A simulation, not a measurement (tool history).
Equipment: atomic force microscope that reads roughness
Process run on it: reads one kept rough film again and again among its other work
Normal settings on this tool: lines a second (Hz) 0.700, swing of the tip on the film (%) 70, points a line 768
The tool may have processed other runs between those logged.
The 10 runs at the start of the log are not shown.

| run | hour | lines a second (Hz) | swing of the tip on the film (%) | points a line | roughness of the kept film (nm (root mean square)) |
|---|---|---|---|---|---|
| 11 | 355.4 | 1.038 | 70 | 768 | 0.846 |
|  | 387.3 | new tip fitted |
| 12 | 398.6 | 1.038 | 70 | 768 | 0.857 |
|  | 402.4 | height scale calibrated on a step standard |
| 13 | 439.6 | 1.038 | 70 | 768 | 0.850 |
| 14 | 462.7 | 0.700 | 81 | 768 | 0.837 |
|  | 485.0 | new tip fitted |
| 15 | 514.0 | 0.700 | 81 | 768 | 0.850 |
| 16 | 556.3 | 0.700 | 81 | 768 | 0.840 |
|  | 582.4 | new tip fitted |
| 17 | 601.0 | 1.647 | 81 | 768 | 0.832 |
| 18 | 634.1 | 0.700 | 75 | 667 | 0.851 |
|  | 677.6 | new tip fitted |
| 19 | 678.7 | 0.796 | 80 | 488 | 0.853 |
|  | 717.1 | height scale calibrated on a step standard, once more |
| 20 | 729.5 | 1.499 | 76 | 768 | 0.839 |
| 21 | 769.4 | 0.508 | 90 | 577 | 0.839 |
|  | 776.5 | new tip fitted |
| 22 | 795.1 | 0.508 | 90 | 577 | 0.856 |
| 23 | 834.6 | 1.586 | 70 | 611 | 0.837 |
| 24 | 859.2 | 2.758 | 70 | 611 | 0.818 |
|  | 871.6 | new tip fitted |
| 25 | 903.1 | 0.700 | 89 | 768 | 0.852 |
| 26 | 930.9 | 1.806 | 86 | 465 | 0.807 |

What does the tool deliver on the next run?
|  | 968.1 | new tip fitted |
| 27 | 974.8 | 0.700 | 58 | 388 | ? |

{"run 27": {"roughness of the kept film (nm (root mean square))": 0.872}}
Were there no unlogged condition in the tool, this run, its random variation unchanged, would have produced roughness of the kept film (nm (root mean square)) 0.876.
